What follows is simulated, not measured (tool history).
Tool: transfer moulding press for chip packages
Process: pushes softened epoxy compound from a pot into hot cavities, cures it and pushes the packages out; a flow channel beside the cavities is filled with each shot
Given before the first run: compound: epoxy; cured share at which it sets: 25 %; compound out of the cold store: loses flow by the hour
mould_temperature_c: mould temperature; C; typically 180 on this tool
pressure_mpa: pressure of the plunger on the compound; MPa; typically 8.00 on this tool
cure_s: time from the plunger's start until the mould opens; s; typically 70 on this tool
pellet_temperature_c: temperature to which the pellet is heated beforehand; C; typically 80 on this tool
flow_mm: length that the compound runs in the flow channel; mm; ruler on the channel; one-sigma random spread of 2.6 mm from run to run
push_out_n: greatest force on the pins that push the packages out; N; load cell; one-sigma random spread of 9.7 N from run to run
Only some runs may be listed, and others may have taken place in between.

run,day,mould_temperature_c,pressure_mpa,cure_s,pellet_temperature_c,incoming compound's hours out of the cold store,flow_mm,push_out_n
1,0.000,180,8.00,70,80,29.7,788,530
2,0.362,180,8.00,70,80,10.4,881,558
3,0.671,180,6.88,70,80,18.8,779,569
4,1.046,180,6.88,70,80,12.4,808,620
5,1.350,180,6.88,70,80,16.9,785,621
6,1.588,180,6.88,70,80,24.1,752,626
7,1.967,180,6.88,70,80,27.4,739,613
8,2.175,180,6.88,70,80,35.3,708,642
9,2.362,180,8.00,70,80,47.7,706,626
10,2.542,180,6.94,70,80,38.6,695,633
11,2.829,180,6.94,70,80,39.1,696,660
12,3.058,180,6.94,70,80,32.2,720,646
13,3.396,180,6.94,70,80,28.5,737,665
14,3.758,180,8.00,70,81,42.7,726,646
# day 3.858: mould's thermocouples calibrated
15,4.025,180,8.00,53,75,45.4,715,1362
# day 4.288: cavities cleaned with cleaning compound and waxed
16,4.358,174,8.43,87,81,39.9,765,399
17,4.700,180,8.00,70,86,28.8,786,464
18,5.067,180,8.00,70,86,42.4,726,495
19,5.371,180,9.63,104,77,30.4,853,414
# day 5.767: mould's thermocouples calibrated, once more
20,5.767,180,6.88,70,80,29.4,725,537
21,6.038,188,9.79,70,80,45.4,772,476
22,6.392,180,8.00,70,74,8.7,888,631
23,6.621,180,8.00,70,74,32.8,765,603
24,6.858,174,8.00,93,74,24.2,814,519
25,7.192,174,8.00,93,74,24.6,816,551
26,7.571,180,7.80,54,80,32.5,757,1167
27,7.904,180,8.00,83,80,29.1,780,541
28,8.275,176,8.99,108,80,21.4,875,540

5 ways to go on from here, each from the tool as it stands after run 28. What would each give?
A,8.650,176,8.76,108,86,16.6,?,?
B,8.650,178,9.56,108,80,31.5,?,?
C,8.650,176,6.28,73,73,31.2,?,?
D,8.650,181,6.50,98,80,13.8,?,?
E,8.650,180,8.00,65,80,18.7,?,?

run,flow_mm,push_out_n
A,889,526
B,845,514
C,693,743
D,766,529
E,830,748
With no hidden state in the tool, these same runs would have given:
run,flow_mm,push_out_n
A,931,341
B,885,331
C,726,485
D,802,341
E,869,488
